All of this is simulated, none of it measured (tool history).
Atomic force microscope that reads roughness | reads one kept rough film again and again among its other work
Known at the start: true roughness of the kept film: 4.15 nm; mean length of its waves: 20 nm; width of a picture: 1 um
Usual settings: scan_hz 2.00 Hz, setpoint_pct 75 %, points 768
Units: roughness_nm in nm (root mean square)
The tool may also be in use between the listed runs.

run,hour,scan_hz,setpoint_pct,points,roughness_nm
1,0.0,2.00,75,768,2.857
2,16.8,2.00,75,768,2.686
3,35.7,2.00,75,785,2.543
4,57.0,2.00,75,785,2.397
5,76.6,2.00,75,375,2.223
6,91.7,2.00,75,375,2.176
7,106.6,2.00,75,375,2.095
# hour 108.2: new tip fitted
8,122.7,2.00,75,375,2.953
9,137.0,2.00,75,375,2.802
10,158.1,2.00,75,375,2.602
11,178.7,2.00,75,375,2.447
12,187.4,2.00,75,847,2.446
13,203.5,2.00,75,768,2.333
14,221.6,2.00,75,768,2.251
15,237.0,1.69,75,768,2.195
# hour 244.9: new tip fitted
16,249.1,2.00,75,548,3.102
17,261.2,2.00,75,768,2.979
18,271.2,2.00,74,768,2.897
19,282.4,2.00,74,768,2.790
# hour 285.3: height scale calibrated on a step standard
20,292.4,2.00,74,768,2.723
21,306.5,0.79,74,768,2.707
22,322.0,2.07,74,768,2.466
# hour 325.3: height scale calibrated on a step standard, once more
23,340.0,2.00,75,768,2.321
24,359.5,2.00,61,343,2.287
25,377.3,1.40,56,768,2.272
# hour 384.1: new tip fitted
26,388.3,1.40,56,768,3.303
27,403.9,2.00,75,373,2.900
28,420.6,0.53,71,691,2.974
29,432.4,0.58,80,1023,2.806
30,447.6,0.58,80,1023,2.677
31,463.4,0.58,62,1023,2.618
32,475.3,0.58,62,1023,2.522
33,493.5,1.71,63,674,2.366
34,504.7,0.93,72,552,2.291
35,514.1,2.44,55,306,2.180
# hour 522.0: new tip fitted
36,532.3,2.44,55,306,3.078
37,550.4,2.00,85,768,2.679
38,569.4,2.00,66,780,2.739
39,589.1,2.00,59,500,2.635
40,609.1,1.86,66,808,2.460
41,627.4,1.86,66,808,2.356
42,647.3,2.00,61,768,2.251
# hour 659.7: new tip fitted
43,662.7,2.01,61,706,3.264
44,682.1,2.00,75,283,2.829
45,695.1,3.11,75,283,2.631

4 ways to go on from here, each from the tool as it stands after run 45. What would each give?
A,706.0,1.84,57,573,?
B,706.0,1.71,58,276,?
C,706.0,1.93,70,489,?
D,706.0,3.11,70,283,?

run,roughness_nm
A,2.870
B,2.804
C,2.755
D,2.613
Without the tool's hidden state the same runs would have given:
run,roughness_nm
A,3.338
B,3.260
C,3.202
D,3.037

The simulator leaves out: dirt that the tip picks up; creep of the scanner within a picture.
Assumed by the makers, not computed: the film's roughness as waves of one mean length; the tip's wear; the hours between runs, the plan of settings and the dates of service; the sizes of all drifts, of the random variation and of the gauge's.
